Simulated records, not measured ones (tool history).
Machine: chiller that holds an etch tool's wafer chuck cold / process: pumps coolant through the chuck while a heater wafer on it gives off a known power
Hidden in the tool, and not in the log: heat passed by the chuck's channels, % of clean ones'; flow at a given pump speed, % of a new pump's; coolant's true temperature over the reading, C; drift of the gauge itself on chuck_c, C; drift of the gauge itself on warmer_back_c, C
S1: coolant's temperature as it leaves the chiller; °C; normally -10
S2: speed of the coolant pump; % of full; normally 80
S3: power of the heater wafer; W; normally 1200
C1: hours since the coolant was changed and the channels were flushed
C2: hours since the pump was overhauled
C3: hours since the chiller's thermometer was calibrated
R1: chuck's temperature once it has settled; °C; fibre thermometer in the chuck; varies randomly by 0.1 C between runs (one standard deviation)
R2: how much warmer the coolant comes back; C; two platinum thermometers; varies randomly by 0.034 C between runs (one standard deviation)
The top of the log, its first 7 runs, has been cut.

run	hour	S1	S2	S3	C1	C2	C3	R1	R2
8	390.1	-18	70	1200	4941	1513	3045	-4.3	6.56
9	460.0	-18	70	1200	5011	1583	3115	-4.5	6.66
10	499.6	-18	70	1200	5050	1623	3154	-4.3	6.66
11	545.6	-18	70	1200	5097	1669	3200	-4.5	6.59
12	593.6	-10	80	1200	5145	1717	3248	2.3	5.75
# hour 600.6: chiller's thermometer calibrated
13	677.6	-10	80	1200	5228	1800	77	2.5	5.69
14	714.7	-10	80	1200	5265	1837	114	2.5	5.77
15	783.7	-10	80	1200	5334	1906	183	2.3	5.72
16	861.8	-10	80	1471	5412	1984	261	5.2	6.95
17	922.4	-18	80	1200	5472	2044	322	-5.5	5.73
18	990.2	-5	70	1200	5540	2112	390	8.9	6.68
# hour 1060.0: coolant changed, channels flushed
19	1066.6	-5	70	1200	7	2183	460	7.9	6.68
# hour 1076.6: chiller's thermometer calibrated, once more
20	1144.6	-5	70	1200	84	2260	68	7.2	6.66
21	1197.5	-5	95	865	137	2313	121	1.8	3.44
22	1256.9	-4	77	1200	196	2372	180	7.4	6.05
23	1316.9	-10	63	1200	256	2432	240	3.6	7.54
24	1363.5	-10	63	1277	302	2478	287	4.4	8.01
25	1409.0	-3	72	1277	348	2524	332	10.1	6.85
26	1482.9	-3	72	1277	422	2598	406	10.1	6.88
27	1522.4	-3	72	1277	461	2637	446	9.9	6.93
28	1579.5	-18	72	1231	519	2695	503	-5.6	6.68
29	1627.3	-18	72	1231	566	2742	551	-5.2	6.67

For run 30, what comes out?
30	1679.6	-3	60	1350	619	2795	603	?	?

R1: 13.2 °C
R2: 8.93 C
With no hidden state in the tool, this same run would have given R1 12.4 °C, R2 8.54 C.
